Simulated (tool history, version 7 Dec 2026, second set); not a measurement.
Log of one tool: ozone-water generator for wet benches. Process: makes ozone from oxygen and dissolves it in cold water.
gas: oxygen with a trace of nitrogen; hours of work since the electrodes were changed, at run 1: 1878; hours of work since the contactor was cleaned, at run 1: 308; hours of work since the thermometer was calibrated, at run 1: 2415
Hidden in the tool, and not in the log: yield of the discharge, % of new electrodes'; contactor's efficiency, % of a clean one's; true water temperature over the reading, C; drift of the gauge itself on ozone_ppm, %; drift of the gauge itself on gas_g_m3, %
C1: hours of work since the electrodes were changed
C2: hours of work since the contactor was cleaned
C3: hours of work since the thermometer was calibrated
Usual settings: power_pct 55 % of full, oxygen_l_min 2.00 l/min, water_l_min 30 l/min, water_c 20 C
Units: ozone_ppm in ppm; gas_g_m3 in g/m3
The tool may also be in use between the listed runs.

Run 1, hour 0.0: usual settings; C1 1878; C2 308; C3 2415. Result: ozone_ppm 5.3 ppm, gas_g_m3 137.5 g/m3.
Run 2, hour 103.6: usual settings; C1 1981; C2 412; C3 2519. Result: ozone_ppm 5.0 ppm, gas_g_m3 137.3 g/m3.
Run 3, hour 176.0: usual settings; C1 2053; C2 484; C3 2591. Result: ozone_ppm 5.3 ppm, gas_g_m3 136.4 g/m3.
Run 4, hour 265.7: usual settings; C1 2143; C2 573; C3 2680. Result: ozone_ppm 5.0 ppm, gas_g_m3 134.6 g/m3.
Run 5, hour 313.0: usual settings but power_pct 93 % of full; C1 2190; C2 620; C3 2727. Result: ozone_ppm 8.0 ppm, gas_g_m3 206.6 g/m3.
Run 6, hour 365.2: usual settings but power_pct 93 % of full; C1 2242; C2 672; C3 2779. Result: ozone_ppm 7.6 ppm, gas_g_m3 208.7 g/m3.
Run 7, hour 449.6: usual settings but power_pct 93 % of full; C1 2326; C2 757; C3 2864. Result: ozone_ppm 7.7 ppm, gas_g_m3 205.4 g/m3.
Run 8, hour 512.3: usual settings; C1 2388; C2 819; C3 2926. Result: ozone_ppm 4.9 ppm, gas_g_m3 136.1 g/m3.
Run 9, hour 574.5: usual settings; C1 2450; C2 881; C3 2988. Result: ozone_ppm 4.9 ppm, gas_g_m3 135.0 g/m3.
Run 10, hour 633.4: usual settings but power_pct 81 % of full; C1 2509; C2 940; C3 3047. Result: ozone_ppm 7.0 ppm, gas_g_m3 182.8 g/m3.
Run 11, hour 687.7: usual settings but power_pct 72 % of full; C1 2563; C2 994; C3 3101. Result: ozone_ppm 6.3 ppm, gas_g_m3 165.2 g/m3.
Run 12, hour 789.6: usual settings but power_pct 72 % of full; C1 2665; C2 1096; C3 3203. Result: ozone_ppm 6.0 ppm, gas_g_m3 165.4 g/m3.
Run 13, hour 865.6: usual settings but power_pct 72 % of full; C1 2741; C2 1171; C3 3278. Result: ozone_ppm 6.2 ppm, gas_g_m3 165.2 g/m3.
Run 14, hour 912.7: usual settings but oxygen_l_min 1.57 l/min; C1 2788; C2 1218; C3 3325. Result: ozone_ppm 4.6 ppm, gas_g_m3 155.7 g/m3.
Run 15, hour 971.5: usual settings but oxygen_l_min 1.57 l/min; C1 2846; C2 1277; C3 3384. Result: ozone_ppm 4.7 ppm, gas_g_m3 156.6 g/m3.
Run 16, hour 1069.5: usual settings but oxygen_l_min 1.57 l/min; C1 2944; C2 1375; C3 3482. Result: ozone_ppm 4.7 ppm, gas_g_m3 155.8 g/m3.
Run 17, hour 1150.8: usual settings but power_pct 64 % of full, water_l_min 32 l/min; C1 3025; C2 1456; C3 3563. Result: ozone_ppm 5.3 ppm, gas_g_m3 148.6 g/m3.
Run 18, hour 1241.9: usual settings but power_pct 87 % of full, oxygen_l_min 1.91 l/min, water_l_min 39 l/min, water_c 28 C; C1 3116; C2 1547; C3 3654. Result: ozone_ppm 5.0 ppm, gas_g_m3 196.3 g/m3.
Run 19, hour 1296.9: usual settings but water_c 16 C; C1 3171; C2 1601; C3 3708. Result: ozone_ppm 5.0 ppm, gas_g_m3 133.1 g/m3.
Run 20, hour 1364.7: usual settings but oxygen_l_min 1.21 l/min, water_l_min 20 l/min, water_c 18 C; C1 3238; C2 1669; C3 3776. Result: ozone_ppm 7.1 ppm, gas_g_m3 181.1 g/m3.
Run 21, hour 1427.9: usual settings but oxygen_l_min 1.21 l/min, water_l_min 20 l/min, water_c 17 C; C1 3301; C2 1732; C3 3839. Result: ozone_ppm 7.1 ppm, gas_g_m3 179.9 g/m3.
At hour 1450.7: water thermometer calibrated.
Run 22, hour 1500.0: usual settings but oxygen_l_min 2.43 l/min, water_l_min 24 l/min, water_c 12 C; C1 3372; C2 1803; C3 49. Result: ozone_ppm 6.9 ppm, gas_g_m3 116.2 g/m3.
Run 23, hour 1579.1: usual settings but oxygen_l_min 3.59 l/min, water_l_min 24 l/min, water_c 12 C; C1 3451; C2 1882; C3 128. Result: ozone_ppm 7.3 ppm, gas_g_m3 91.6 g/m3.
Run 24, hour 1679.7: usual settings but power_pct 58 % of full, oxygen_l_min 2.61 l/min, water_l_min 33 l/min; C1 3552; C2 1982; C3 228. Result: ozone_ppm 4.9 ppm, gas_g_m3 116.4 g/m3.
Run 25, hour 1726.9: usual settings but power_pct 71 % of full, oxygen_l_min 1.93 l/min, water_c 12 C; C1 3599; C2 2029; C3 275. Result: ozone_ppm 6.1 ppm, gas_g_m3 163.5 g/m3.
Run 26, hour 1824.5: usual settings but power_pct 71 % of full, oxygen_l_min 1.93 l/min, water_c 12 C; C1 3696; C2 2127; C3 373. Result: ozone_ppm 6.1 ppm, gas_g_m3 163.1 g/m3.
At hour 1871.5: water thermometer calibrated, once more.
Run 27, hour 1873.2: usual settings but power_pct 82 % of full, oxygen_l_min 1.93 l/min, water_c 13 C; C1 3744; C2 2175; C3 2. Result: ozone_ppm 6.9 ppm, gas_g_m3 180.3 g/m3.
Run 28, hour 1978.4: usual settings but power_pct 98 % of full, oxygen_l_min 1.87 l/min, water_l_min 23 l/min, water_c 13 C; C1 3849; C2 2280; C3 107. Result: ozone_ppm 10.5 ppm, gas_g_m3 208.3 g/m3.
Run 29, hour 2051.4: usual settings but water_c 27 C; C1 3922; C2 2352; C3 179. Result: ozone_ppm 4.7 ppm, gas_g_m3 130.2 g/m3.
Run 30, hour 2148.9: usual settings but oxygen_l_min 1.96 l/min, water_l_min 25 l/min; C1 4019; C2 2450; C3 276. Result: ozone_ppm 6.0 ppm, gas_g_m3 130.8 g/m3.
Run 31, hour 2235.9: usual settings but oxygen_l_min 1.96 l/min, water_l_min 25 l/min; C1 4106; C2 2536; C3 363. Result: ozone_ppm 5.8 ppm, gas_g_m3 131.1 g/m3.
Run 32, hour 2311.4: usual settings but oxygen_l_min 1.96 l/min, water_l_min 34 l/min; C1 4181; C2 2612; C3 439. Result: ozone_ppm 4.0 ppm, gas_g_m3 132.3 g/m3.

Forecast each of these 3 alternatives for the next run:
Run A, hour 2404.6: usual settings but power_pct 85 % of full; C1 4274; C2 2705; C3 531. Result: ozone_ppm ?, gas_g_m3 ?.
Run B, hour 2404.6: usual settings but oxygen_l_min 1.96 l/min, water_l_min 34 l/min, water_c 24 C; C1 4274; C2 2705; C3 531. Result: ozone_ppm ?, gas_g_m3 ?.
Run C, hour 2404.6: usual settings but power_pct 96 % of full, water_c 12 C; C1 4274; C2 2705; C3 531. Result: ozone_ppm ?, gas_g_m3 ?.

run  ozone_ppm  gas_g_m3
  A        6.7     178.3
  B        4.0     130.3
  C        7.5     194.5
Without the tool's hidden state the same runs would have given:
run  ozone_ppm  gas_g_m3
  A        8.0     209.0
  B        4.6     145.6
  C        9.1     231.2
